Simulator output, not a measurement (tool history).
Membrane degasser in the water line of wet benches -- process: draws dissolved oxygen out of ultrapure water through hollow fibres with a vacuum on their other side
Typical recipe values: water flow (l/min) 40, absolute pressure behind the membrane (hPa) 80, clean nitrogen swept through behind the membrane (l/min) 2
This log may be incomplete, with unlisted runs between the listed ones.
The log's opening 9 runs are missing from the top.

run,hour,water flow (l/min),absolute pressure behind the membrane (hPa),clean nitrogen swept through behind the membrane (l/min),hours since the membrane was changed,hours since the vacuum gauge was calibrated,hours since the vacuum lines were made tight,dissolved oxygen in the water behind the degasser (ppb),pressure that the water loses in the fibres (hPa)
10,354.6,40,80,2,1434,1366,1159,213.3,275.8
11,383.4,40,80,2,1463,1395,1188,218.6,276.1
12,431.6,40,80,2,1511,1443,1236,214.2,280.4
13,458.6,40,58,2,1538,1470,1263,120.4,278.6
14,496.3,34,58,2,1576,1507,1301,103.4,235.8
15,530.6,40,80,2,1610,1542,1335,215.4,278.1
# hour 533.9: vacuum gauge calibrated
16,572.7,40,80,2,1652,39,1377,218.9,275.6
17,614.4,40,80,1.31,1694,81,1419,308,280.8
# hour 637.3: vacuum gauge calibrated, once more
18,637.3,28,139.3,5.61,1716,0,1441,127.5,195.9
19,665.6,51,94.9,2,1744,28,1469,339.6,351
20,708.5,40,182.9,0.84,1787,71,1512,1209.5,277.4
21,741.4,46,184.1,0.94,1820,104,1545,1244.4,319
22,769.9,30,158.1,3.09,1849,133,1574,281.1,207.4
23,819.1,57,65.5,3.6,1898,182,1623,131.6,397
24,845,30,80,1.47,1924,208,1649,214.7,207.1
25,888.8,34,137.2,4.52,1967,251,1693,186.6,237.9
26,931.3,47,53.7,4.25,2010,294,1735,61.3,326.4
27,978.9,40,80,3.12,2058,342,1783,144.4,280.5
28,1021.4,40,80,3.12,2100,384,1825,143.5,279.1
29,1054.5,40,56.5,3.12,2133,417,1858,74.9,278.9
30,1101.6,32,80,2,2180,464,1905,174.5,219.9
31,1141.5,40,80,5.61,2220,504,1945,84.7,274.2
32,1177.9,40,80,5.61,2257,541,1982,84.9,280.8
33,1230.2,40,80,3.32,2309,593,2034,136.5,279.2

Branching from run 33: 3 alternative next runs. What would each branch give?
A,1278.4,36,80,3.32,2357,641,2082,?,?
B,1278.4,49,48.5,3.32,2357,641,2082,?,?
C,1278.4,40,185.1,3.32,2357,641,2082,?,?

run,dissolved oxygen in the water behind the degasser (ppb),pressure that the water loses in the fibres (hPa)
A,124.1,249.8
B,62.4,341.8
C,414.4,277.7
With no hidden state in the tool, these same runs would have given:
run,dissolved oxygen in the water behind the degasser (ppb),pressure that the water loses in the fibres (hPa)
A,122.2,243.3
B,60.2,332.9
C,410.6,270.4

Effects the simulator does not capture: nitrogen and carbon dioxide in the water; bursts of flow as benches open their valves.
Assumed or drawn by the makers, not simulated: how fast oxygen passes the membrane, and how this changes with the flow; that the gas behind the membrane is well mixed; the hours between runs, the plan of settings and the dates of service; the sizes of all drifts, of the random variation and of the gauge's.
